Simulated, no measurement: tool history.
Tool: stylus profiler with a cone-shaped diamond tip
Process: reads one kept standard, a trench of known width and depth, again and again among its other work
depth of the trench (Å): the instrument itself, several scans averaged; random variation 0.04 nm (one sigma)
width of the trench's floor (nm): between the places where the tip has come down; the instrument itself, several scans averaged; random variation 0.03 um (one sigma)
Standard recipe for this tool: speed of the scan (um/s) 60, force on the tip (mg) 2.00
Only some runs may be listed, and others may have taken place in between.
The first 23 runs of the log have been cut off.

run    hour  speed of the scan (um/s)  force on the tip (mg)  scans with this tip  hours of work since the height scale was calibrated  depth of the trench (Å)  width of the trench's floor (nm)
 24   654.2                        60                   3.98                16190                                                   62                   2043.7                             47190
      660.7  -- height scale calibrated on a step standard, once more
 25   688.7                        30                   1.83                16395                                                   13                   2028.6                             47180
 26   719.8                        30                   1.83                16583                                                   28                   2029.1                             47260
 27   748.7                        30                   1.83                16757                                                   41                   2028.9                             47230
 28   785.9                        30                   1.83                16982                                                   59                   2027.7                             47150
 29   806.9                        30                   1.83                17108                                                   68                   2028.7                             47250
 30   827.5                        30                   1.83                17232                                                   78                   2028.3                             47120
 31   852.4                        17                   1.83                17382                                                   90                   2028.1                             47250
 32   872.3                       198                   2.00                17502                                                   99                   2029.9                             46270
 33   901.8                       198                   2.00                17680                                                  113                   2030.3                             46260
 34   920.7                        67                   0.92                17794                                                  122                   2016.7                             46820
 35   940.9                        67                   0.92                17916                                                  131                   2017.9                             46800
 36   961.8                       152                   2.39                18042                                                  141                   2033.6                             46600
 37   978.6                       152                   2.39                18144                                                  149                   2033.6                             46620
 38  1019.5                        60                   1.03                18390                                                  168                   2018.2                             46890
 39  1044.8                        20                   2.00                18543                                                  180                   2029.4                             47250
     1057.5  -- new tip fitted, height scale calibrated
 40  1069.0                       148                   1.93                   70                                                    5                   2029.8                             47460
 41  1096.5                       148                   1.93                  236                                                   18                   2030.1                             47420
 42  1131.5                       148                   1.93                  447                                                   35                   2029.4                             47340

3 options for the next run, each taken on its own from the tool as it stands now. Forecast them:
  A  1170.0                        27                   2.00                  679                                                   53                        ?                                 ?
  B  1170.0                        60                   1.92                  679                                                   53                        ?                                 ?
  C  1170.0                        22                   3.66                  679                                                   53                        ?                                 ?

run  depth of the trench (Å)  width of the trench's floor (nm)
  A                   2030.5                             48030
  B                   2030.2                             47870
  C                   2045.1                             48090
The same runs, with their run-to-run variation unchanged, on a tool lacking any hidden condition would have given:
run  depth of the trench (Å)  width of the trench's floor (nm)
  A                   2030.2                             48060
  B                   2029.9                             47910
  C                   2044.8                             48130
